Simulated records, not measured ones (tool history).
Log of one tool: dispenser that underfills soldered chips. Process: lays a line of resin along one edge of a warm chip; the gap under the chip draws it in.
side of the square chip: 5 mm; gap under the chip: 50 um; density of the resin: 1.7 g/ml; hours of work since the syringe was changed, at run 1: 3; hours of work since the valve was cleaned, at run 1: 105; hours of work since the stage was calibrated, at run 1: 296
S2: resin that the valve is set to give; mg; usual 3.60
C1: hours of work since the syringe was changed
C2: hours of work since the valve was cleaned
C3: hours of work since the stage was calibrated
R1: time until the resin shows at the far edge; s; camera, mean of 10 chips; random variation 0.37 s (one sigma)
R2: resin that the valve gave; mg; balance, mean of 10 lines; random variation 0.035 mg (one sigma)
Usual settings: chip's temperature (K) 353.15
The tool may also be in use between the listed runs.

{"run": 1, "hour": 0.0, "chip's temperature (K)": 353.15, "S2": 3.6, "C1": 3, "C2": 105, "C3": 296, "R1": 25.8, "R2": 3.31}
{"hour": 4.4, "done": "new syringe of resin"}
{"run": 2, "hour": 8.1, "chip's temperature (K)": 353.15, "S2": 3.6, "C1": 2, "C2": 110, "C3": 302, "R1": 24.7, "R2": 3.36}
{"hour": 13.0, "done": "new syringe of resin"}
{"run": 3, "hour": 19.9, "chip's temperature (K)": 353.15, "S2": 3.6, "C1": 5, "C2": 118, "C3": 309, "R1": 30.1, "R2": 3.3}
{"hour": 21.6, "done": "new syringe of resin"}
{"hour": 30.2, "done": "new syringe of resin"}
{"run": 4, "hour": 34.6, "chip's temperature (K)": 357.15, "S2": 3.6, "C1": 3, "C2": 127, "C3": 318, "R1": 21.0, "R2": 3.29}
{"hour": 38.6, "done": "new syringe of resin"}
{"hour": 45.4, "done": "dispensing valve cleaned and set on the balance"}
{"run": 5, "hour": 47.2, "chip's temperature (K)": 357.15, "S2": 4.17, "C1": 5, "C2": 1, "C3": 326, "R1": 25.2, "R2": 4.21}
{"hour": 48.4, "done": "new syringe of resin"}
{"hour": 57.2, "done": "new syringe of resin"}
{"run": 6, "hour": 60.1, "chip's temperature (K)": 357.15, "S2": 4.17, "C1": 2, "C2": 9, "C3": 334, "R1": 18.8, "R2": 4.09}
{"hour": 66.6, "done": "new syringe of resin"}
{"hour": 75.5, "done": "new syringe of resin"}
{"run": 7, "hour": 76.1, "chip's temperature (K)": 357.15, "S2": 4.17, "C1": 0, "C2": 19, "C3": 344, "R1": 17.6, "R2": 4.09}
{"hour": 83.8, "done": "new syringe of resin"}
{"run": 8, "hour": 89.4, "chip's temperature (K)": 357.15, "S2": 4.17, "C1": 4, "C2": 28, "C3": 352, "R1": 21.5, "R2": 4.11}
{"hour": 92.3, "done": "new syringe of resin"}
{"hour": 101.7, "done": "new syringe of resin"}
{"run": 9, "hour": 104.5, "chip's temperature (K)": 357.15, "S2": 4.17, "C1": 2, "C2": 37, "C3": 362, "R1": 19.5, "R2": 4.13}
{"hour": 110.3, "done": "new syringe of resin"}
{"hour": 118.8, "done": "new syringe of resin"}
{"run": 10, "hour": 118.8, "chip's temperature (K)": 357.15, "S2": 4.17, "C1": 0, "C2": 46, "C3": 371, "R1": 16.1, "R2": 4.0}
{"hour": 127.4, "done": "new syringe of resin"}
{"run": 11, "hour": 127.4, "chip's temperature (K)": 353.15, "S2": 3.6, "C1": 0, "C2": 52, "C3": 376, "R1": 20.1, "R2": 3.43}
{"hour": 136.3, "done": "new syringe of resin"}
{"run": 12, "hour": 141.0, "chip's temperature (K)": 353.15, "S2": 3.6, "C1": 3, "C2": 61, "C3": 385, "R1": 25.5, "R2": 3.45}
{"hour": 144.7, "done": "new syringe of resin"}
{"run": 13, "hour": 148.0, "chip's temperature (K)": 353.15, "S2": 3.6, "C1": 2, "C2": 65, "C3": 390, "R1": 23.5, "R2": 3.45}
{"hour": 153.1, "done": "new syringe of resin"}
{"run": 14, "hour": 156.5, "chip's temperature (K)": 353.15, "S2": 3.6, "C1": 2, "C2": 70, "C3": 395, "R1": 24.0, "R2": 3.39}
{"hour": 161.7, "done": "new syringe of resin"}
{"run": 15, "hour": 165.3, "chip's temperature (K)": 353.15, "S2": 3.6, "C1": 2, "C2": 76, "C3": 401, "R1": 23.1, "R2": 3.39}
{"hour": 170.4, "done": "new syringe of resin"}
{"run": 16, "hour": 176.6, "chip's temperature (K)": 353.15, "S2": 3.6, "C1": 4, "C2": 83, "C3": 408, "R1": 27.8, "R2": 3.34}
{"hour": 178.9, "done": "new syringe of resin"}
{"hour": 187.5, "done": "new syringe of resin"}
{"run": 17, "hour": 189.2, "chip's temperature (K)": 353.15, "S2": 3.6, "C1": 1, "C2": 91, "C3": 416, "R1": 21.9, "R2": 3.33}
{"hour": 196.5, "done": "new syringe of resin"}
{"run": 18, "hour": 200.0, "chip's temperature (K)": 353.15, "S2": 3.6, "C1": 2, "C2": 98, "C3": 422, "R1": 23.6, "R2": 3.34}
{"hour": 205.2, "done": "new syringe of resin"}
{"run": 19, "hour": 212.1, "chip's temperature (K)": 358.15, "S2": 3.6, "C1": 4, "C2": 106, "C3": 430, "R1": 22.5, "R2": 3.35}
{"hour": 214.4, "done": "new syringe of resin"}
{"hour": 223.3, "done": "new syringe of resin"}
{"run": 20, "hour": 228.2, "chip's temperature (K)": 361.15, "S2": 3.78, "C1": 3, "C2": 116, "C3": 440, "R1": 17.4, "R2": 3.45}
{"hour": 232.1, "done": "new syringe of resin"}
{"hour": 240.3, "done": "new syringe of resin"}
{"run": 21, "hour": 242.7, "chip's temperature (K)": 353.15, "S2": 3.17, "C1": 2, "C2": 125, "C3": 450, "R1": 23.0, "R2": 2.88}
{"hour": 249.0, "done": "new syringe of resin"}
{"run": 22, "hour": 252.0, "chip's temperature (K)": 353.15, "S2": 3.17, "C1": 2, "C2": 131, "C3": 455, "R1": 23.2, "R2": 2.87}
{"hour": 257.1, "done": "dispensing valve cleaned and set on the balance"}
{"hour": 258.5, "done": "new syringe of resin"}
{"run": 23, "hour": 261.0, "chip's temperature (K)": 354.15, "S2": 3.78, "C1": 2, "C2": 2, "C3": 460, "R1": 20.9, "R2": 3.79}
{"hour": 267.5, "done": "new syringe of resin"}
{"run": 24, "hour": 270.9, "chip's temperature (K)": 360.15, "S2": 4.13, "C1": 2, "C2": 9, "C3": 467, "R1": 16.4, "R2": 4.11}
{"hour": 275.7, "done": "new syringe of resin"}
{"run": 25, "hour": 281.1, "chip's temperature (K)": 340.15, "S2": 3.54, "C1": 4, "C2": 15, "C3": 473, "R1": 49.4, "R2": 3.53}
{"hour": 285.0, "done": "new syringe of resin"}
{"run": 26, "hour": 292.7, "chip's temperature (K)": 356.15, "S2": 4.24, "C1": 5, "C2": 23, "C3": 481, "R1": 23.8, "R2": 4.17}
{"hour": 293.8, "done": "new syringe of resin"}
{"hour": 302.4, "done": "new syringe of resin"}
{"run": 27, "hour": 302.4, "chip's temperature (K)": 338.15, "S2": 3.81, "C1": 0, "C2": 29, "C3": 487, "R1": 40.5, "R2": 3.74}
{"hour": 311.0, "done": "new syringe of resin"}
{"run": 28, "hour": 311.7, "chip's temperature (K)": 338.15, "S2": 3.66, "C1": 0, "C2": 34, "C3": 493, "R1": 40.5, "R2": 3.6}
{"hour": 320.0, "done": "new syringe of resin"}
{"run": 29, "hour": 326.3, "chip's temperature (K)": 359.15, "S2": 3.7, "C1": 4, "C2": 44, "C3": 502, "R1": 20.6, "R2": 3.58}
{"hour": 329.2, "done": "new syringe of resin"}
{"run": 30, "hour": 334.8, "chip's temperature (K)": 367.15, "S2": 3.7, "C1": 4, "C2": 49, "C3": 507, "R1": 13.6, "R2": 3.57}
{"hour": 338.5, "done": "new syringe of resin"}
{"hour": 347.2, "done": "new syringe of resin"}
{"run": 31, "hour": 349.9, "chip's temperature (K)": 344.15, "S2": 3.3, "C1": 2, "C2": 59, "C3": 517, "R1": 34.4, "R2": 3.14}
{"hour": 355.7, "done": "new syringe of resin"}
{"hour": 364.5, "done": "new syringe of resin"}
{"run": 32, "hour": 366.0, "chip's temperature (K)": 361.15, "S2": 4.68, "C1": 1, "C2": 69, "C3": 527, "R1": 13.7, "R2": 4.45}
{"hour": 373.7, "done": "new syringe of resin"}
{"run": 33, "hour": 378.8, "chip's temperature (K)": 359.15, "S2": 4.62, "C1": 3, "C2": 77, "C3": 535, "R1": 17.7, "R2": 4.39}
{"hour": 382.3, "done": "new syringe of resin"}
{"run": 34, "hour": 386.0, "chip's temperature (K)": 359.15, "S2": 4.62, "C1": 2, "C2": 82, "C3": 540, "R1": 17.1, "R2": 4.35}
{"hour": 390.9, "done": "new syringe of resin"}
{"run": 35, "hour": 394.5, "chip's temperature (K)": 339.15, "S2": 4.13, "C1": 2, "C2": 87, "C3": 545, "R1": 44.5, "R2": 3.93}

Hidden state at the last listed run before each entry between runs and at the first one after, where it differs:
Between runs 1 and 2: new syringe of resin (hour 4.4)
  resin's viscosity, % of fresh resin's: 127.9 -> 122; dose that the valve gives, % of what is set: 92.64 -> 92.27; true chip temperature over the reading, C: 2.17 -> 2.2
  measured less the result without the state, R1: +3.6 -> +2.4 s; R2: -0.26 -> -0.28 mg
Between runs 2 and 3: new syringe of resin (hour 13.0)
  resin's viscosity, % of fresh resin's: 122 -> 147.5; dose that the valve gives, % of what is set: 92.27 -> 91.71; true chip temperature over the reading, C: 2.2 -> 2.26
  measured less the result without the state, R1: +2.4 -> +7.6 s; R2: -0.28 -> -0.30 mg
Between runs 3 and 4: new syringe of resin (hour 21.6); new syringe of resin (hour 30.2)
  resin's viscosity, % of fresh resin's: 147.5 -> 127.4; dose that the valve gives, % of what is set: 91.71 -> 91.11; true chip temperature over the reading, C: 2.26 -> 2.32
  measured less the result without the state, R1: +7.6 -> +2.8 s; R2: -0.30 -> -0.32 mg
Between runs 4 and 5: new syringe of resin (hour 38.6); dispensing valve cleaned and set on the balance (hour 45.4)
  resin's viscosity, % of fresh resin's: 127.4 -> 150.4; dose that the valve gives, % of what is set: 91.11 -> 99.75; true chip temperature over the reading, C: 2.32 -> 2.37
  measured less the result without the state, R1: +2.8 -> +6.2 s; R2: -0.32 -> -0.01 mg
Between runs 5 and 6: new syringe of resin (hour 48.4); new syringe of resin (hour 57.2)
  resin's viscosity, % of fresh resin's: 150.4 -> 118.8; dose that the valve gives, % of what is set: 99.75 -> 99.2; true chip temperature over the reading, C: 2.37 -> 2.42
  measured less the result without the state, R1: +6.2 -> +1.1 s; R2: -0.01 -> -0.03 mg
Between runs 6 and 7: new syringe of resin (hour 66.6); new syringe of resin (hour 75.5)
  resin's viscosity, % of fresh resin's: 118.8 -> 104.3; dose that the valve gives, % of what is set: 99.2 -> 98.49; true chip temperature over the reading, C: 2.42 -> 2.5
  measured less the result without the state, R1: +1.1 -> -1.3 s; R2: -0.03 -> -0.06 mg
Between runs 7 and 8: new syringe of resin (hour 83.8)
  resin's viscosity, % of fresh resin's: 104.3 -> 135.3; dose that the valve gives, % of what is set: 98.49 -> 97.91; true chip temperature over the reading, C: 2.5 -> 2.56
  measured less the result without the state, R1: -1.3 -> +3.6 s; R2: -0.06 -> -0.08 mg
Between runs 8 and 9: new syringe of resin (hour 92.3); new syringe of resin (hour 101.7)
  resin's viscosity, % of fresh resin's: 135.3 -> 118.1; dose that the valve gives, % of what is set: 97.91 -> 97.3; true chip temperature over the reading, C: 2.56 -> 2.63
  measured less the result without the state, R1: +3.6 -> +0.8 s; R2: -0.08 -> -0.11 mg
Between runs 9 and 10: new syringe of resin (hour 110.3); new syringe of resin (hour 118.8)
  resin's viscosity, % of fresh resin's: 118.1 -> 100.7; dose that the valve gives, % of what is set: 97.3 -> 96.66; true chip temperature over the reading, C: 2.63 -> 2.7
  measured less the result without the state, R1: +0.8 -> -2.1 s; R2: -0.11 -> -0.14 mg
Between runs 10 and 11: new syringe of resin (hour 127.4)
  resin's viscosity, % of fresh resin's: 100.7 -> 101.2; dose that the valve gives, % of what is set: 96.66 -> 96.24; true chip temperature over the reading, C: 2.7 -> 2.73
  measured less the result without the state, R1: -2.1 -> -2.4 s; R2: -0.14 -> -0.13 mg
Between runs 11 and 12: new syringe of resin (hour 136.3)
  resin's viscosity, % of fresh resin's: 101.2 -> 129.8; dose that the valve gives, % of what is set: 96.24 -> 95.65; true chip temperature over the reading, C: 2.73 -> 2.79
  measured less the result without the state, R1: -2.4 -> +3.2 s; R2: -0.13 -> -0.15 mg
Between runs 12 and 13: new syringe of resin (hour 144.7)
  resin's viscosity, % of fresh resin's: 129.8 -> 118.8; dose that the valve gives, % of what is set: 95.65 -> 95.31; true chip temperature over the reading, C: 2.79 -> 2.82
  measured less the result without the state, R1: +3.2 -> +1.0 s; R2: -0.15 -> -0.17 mg
Between runs 13 and 14: new syringe of resin (hour 153.1)
  resin's viscosity, % of fresh resin's: 118.8 -> 120.8; dose that the valve gives, % of what is set: 95.31 -> 94.92; true chip temperature over the reading, C: 2.82 -> 2.86
  measured less the result without the state, R1: +1.0 -> +1.3 s; R2: -0.17 -> -0.19 mg
Between runs 14 and 15: new syringe of resin (hour 161.7)
  resin's viscosity, % of fresh resin's: 120.8 -> 120.2; dose that the valve gives, % of what is set: 94.92 -> 94.56; true chip temperature over the reading, C: 2.86 -> 2.9
  measured less the result without the state, R1: +1.3 -> +1.2 s; R2: -0.19 -> -0.20 mg
Between runs 15 and 16: new syringe of resin (hour 170.4)
  resin's viscosity, % of fresh resin's: 120.2 -> 141.3; dose that the valve gives, % of what is set: 94.56 -> 94.01; true chip temperature over the reading, C: 2.9 -> 2.95
  measured less the result without the state, R1: +1.2 -> +5.2 s; R2: -0.20 -> -0.21 mg
Between runs 16 and 17: new syringe of resin (hour 178.9); new syringe of resin (hour 187.5)
  resin's viscosity, % of fresh resin's: 141.3 -> 109.8; dose that the valve gives, % of what is set: 94.01 -> 93.46; true chip temperature over the reading, C: 2.95 -> 3.01
  measured less the result without the state, R1: +5.2 -> -1.0 s; R2: -0.21 -> -0.23 mg
Between runs 17 and 18: new syringe of resin (hour 196.5)
  resin's viscosity, % of fresh resin's: 109.8 -> 120.9; dose that the valve gives, % of what is set: 93.46 -> 93.04; true chip temperature over the reading, C: 3.01 -> 3.06
  measured less the result without the state, R1: -1.0 -> +1.2 s; R2: -0.23 -> -0.25 mg
Between runs 18 and 19: new syringe of resin (hour 205.2)
  resin's viscosity, % of fresh resin's: 120.9 -> 146.4; dose that the valve gives, % of what is set: 93.04 -> 92.48; true chip temperature over the reading, C: 3.06 -> 3.11
  measured less the result without the state, R1: +1.2 -> +4.9 s; R2: -0.25 -> -0.27 mg
Between runs 19 and 20: new syringe of resin (hour 214.4); new syringe of resin (hour 223.3)
  resin's viscosity, % of fresh resin's: 146.4 -> 130.3; dose that the valve gives, % of what is set: 92.48 -> 91.73; true chip temperature over the reading, C: 3.11 -> 3.18
  measured less the result without the state, R1: +4.9 -> +2.0 s; R2: -0.27 -> -0.32 mg
Between runs 20 and 21: new syringe of resin (hour 232.1); new syringe of resin (hour 240.3)
  resin's viscosity, % of fresh resin's: 130.3 -> 113.9; dose that the valve gives, % of what is set: 91.73 -> 91.14; true chip temperature over the reading, C: 3.18 -> 3.24
  measured less the result without the state, R1: +2.0 -> -0.1 s; R2: -0.32 -> -0.28 mg
Between runs 21 and 22: new syringe of resin (hour 249.0)
  resin's viscosity, % of fresh resin's: 113.9 -> 117.8; dose that the valve gives, % of what is set: 91.14 -> 90.73; true chip temperature over the reading, C: 3.24 -> 3.28
  measured less the result without the state, R1: -0.1 -> +0.6 s; R2: -0.28 -> -0.29 mg
Between runs 22 and 23: dispensing valve cleaned and set on the balance (hour 257.1); new syringe of resin (hour 258.5)
  resin's viscosity, % of fresh resin's: 117.8 -> 115.5; dose that the valve gives, % of what is set: 90.73 -> 100.12; true chip temperature over the reading, C: 3.28 -> 3.31
  measured less the result without the state, R1: +0.6 -> -0.2 s; R2: -0.29 -> +0.00 mg
Between runs 23 and 24: new syringe of resin (hour 267.5)
  resin's viscosity, % of fresh resin's: 115.5 -> 119.4; dose that the valve gives, % of what is set: 100.12 -> 99.69; true chip temperature over the reading, C: 3.31 -> 3.36
  measured less the result without the state, R1: -0.2 -> +0.4 s; R2: +0.00 -> -0.02 mg
Between runs 24 and 25: new syringe of resin (hour 275.7)
  resin's viscosity, % of fresh resin's: 119.4 -> 134.3; dose that the valve gives, % of what is set: 99.69 -> 99.22; true chip temperature over the reading, C: 3.36 -> 3.4
  measured less the result without the state, R1: +0.4 -> +5.6 s; R2: -0.02 -> -0.03 mg
Between runs 25 and 26: new syringe of resin (hour 285.0)
  resin's viscosity, % of fresh resin's: 134.3 -> 149.8; dose that the valve gives, % of what is set: 99.22 -> 98.72; true chip temperature over the reading, C: 3.4 -> 3.45
  measured less the result without the state, R1: +5.6 -> +5.2 s; R2: -0.03 -> -0.05 mg
Between runs 26 and 27: new syringe of resin (hour 293.8); new syringe of resin (hour 302.4)
  resin's viscosity, % of fresh resin's: 149.8 -> 99.9; dose that the valve gives, % of what is set: 98.72 -> 98.3; true chip temperature over the reading, C: 3.45 -> 3.5
  measured less the result without the state, R1: +5.2 -> -8.1 s; R2: -0.05 -> -0.06 mg
Between runs 27 and 28: new syringe of resin (hour 311.0)
  resin's viscosity, % of fresh resin's: 99.9 -> 103.5; dose that the valve gives, % of what is set: 98.3 -> 97.91; true chip temperature over the reading, C: 3.5 -> 3.54
  measured less the result without the state, R1: -8.1 -> -6.5 s; R2: -0.06 -> -0.07 mg
Between runs 28 and 29: new syringe of resin (hour 320.0)
  resin's viscosity, % of fresh resin's: 103.5 -> 145.3; dose that the valve gives, % of what is set: 97.91 -> 97.27; true chip temperature over the reading, C: 3.54 -> 3.6
  measured less the result without the state, R1: -6.5 -> +4.0 s; R2: -0.07 -> -0.10 mg
Between runs 29 and 30: new syringe of resin (hour 329.2)
  resin's viscosity, % of fresh resin's: 145.3 -> 137.5; dose that the valve gives, % of what is set: 97.27 -> 96.92; true chip temperature over the reading, C: 3.6 -> 3.64
  measured less the result without the state, R1: +4.0 -> +2.0 s; R2: -0.10 -> -0.11 mg
Between runs 30 and 31: new syringe of resin (hour 338.5); new syringe of resin (hour 347.2)
  resin's viscosity, % of fresh resin's: 137.5 -> 116.5; dose that the valve gives, % of what is set: 96.92 -> 96.27; true chip temperature over the reading, C: 3.64 -> 3.72
  measured less the result without the state, R1: +2.0 -> -1.1 s; R2: -0.11 -> -0.12 mg
Between runs 31 and 32: new syringe of resin (hour 355.7); new syringe of resin (hour 364.5)
  resin's viscosity, % of fresh resin's: 116.5 -> 106.3; dose that the valve gives, % of what is set: 96.27 -> 95.53; true chip temperature over the reading, C: 3.72 -> 3.78
  measured less the result without the state, R1: -1.1 -> -1.6 s; R2: -0.12 -> -0.21 mg
Between runs 32 and 33: new syringe of resin (hour 373.7)
  resin's viscosity, % of fresh resin's: 106.3 -> 131.1; dose that the valve gives, % of what is set: 95.53 -> 94.92; true chip temperature over the reading, C: 3.78 -> 3.84
  measured less the result without the state, R1: -1.6 -> +1.7 s; R2: -0.21 -> -0.24 mg
Between runs 33 and 34: new syringe of resin (hour 382.3)
  resin's viscosity, % of fresh resin's: 131.1 -> 122.2; dose that the valve gives, % of what is set: 94.92 -> 94.59; true chip temperature over the reading, C: 3.84 -> 3.87
  measured less the result without the state, R1: +1.7 -> +0.4 s; R2: -0.24 -> -0.25 mg
Between runs 34 and 35: new syringe of resin (hour 390.9)
  resin's viscosity, % of fresh resin's: 122.2 -> 120.2; dose that the valve gives, % of what is set: 94.59 -> 94.18; true chip temperature over the reading, C: 3.87 -> 3.9
  measured less the result without the state, R1: +0.4 -> -0.6 s; R2: -0.25 -> -0.24 mg
